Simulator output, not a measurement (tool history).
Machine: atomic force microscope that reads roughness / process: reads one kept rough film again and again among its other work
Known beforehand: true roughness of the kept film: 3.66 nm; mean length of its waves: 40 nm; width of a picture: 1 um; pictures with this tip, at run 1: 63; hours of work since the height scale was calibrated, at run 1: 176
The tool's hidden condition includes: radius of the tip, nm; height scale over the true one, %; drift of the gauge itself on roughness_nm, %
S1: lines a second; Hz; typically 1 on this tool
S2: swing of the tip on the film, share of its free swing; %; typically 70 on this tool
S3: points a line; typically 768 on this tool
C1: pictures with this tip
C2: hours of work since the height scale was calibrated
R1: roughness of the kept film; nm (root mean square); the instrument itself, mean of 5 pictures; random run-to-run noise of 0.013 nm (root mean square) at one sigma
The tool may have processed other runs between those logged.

run   hour  S1  S2   S3   C1   C2     R1
  1      0   1  70  768   63  176  3.055
  2   13.3   1  70  768   84  186  3.006
  3     24   1  70  768  101  194  2.997
  4   34.1   1  70  768  117  202  2.948
  5   46.7   1  70  768  136  212  2.916
  6   58.6   1  70  768  155  221  2.888
  7   67.3   1  70  768  169  228  2.867
      82.5  -- new tip fitted
  8   82.6   1  70  768    0  239  3.173
  9   91.5   1  70  768   14  246  3.181
      93.3  -- height scale calibrated on a step standard
 10    104   1  70  768   32    8   3.15
 11  112.3   1  70  815   45   15  3.122

What will run 12 give?
 12  121.4   1  77  892  59  22   ?

Logged for run 12: R1 3.02 nm (root mean square).
Take away the tool's hidden state, keep the run-to-run variation as it was, and the same run would have given R1 3.124 nm (root mean square).
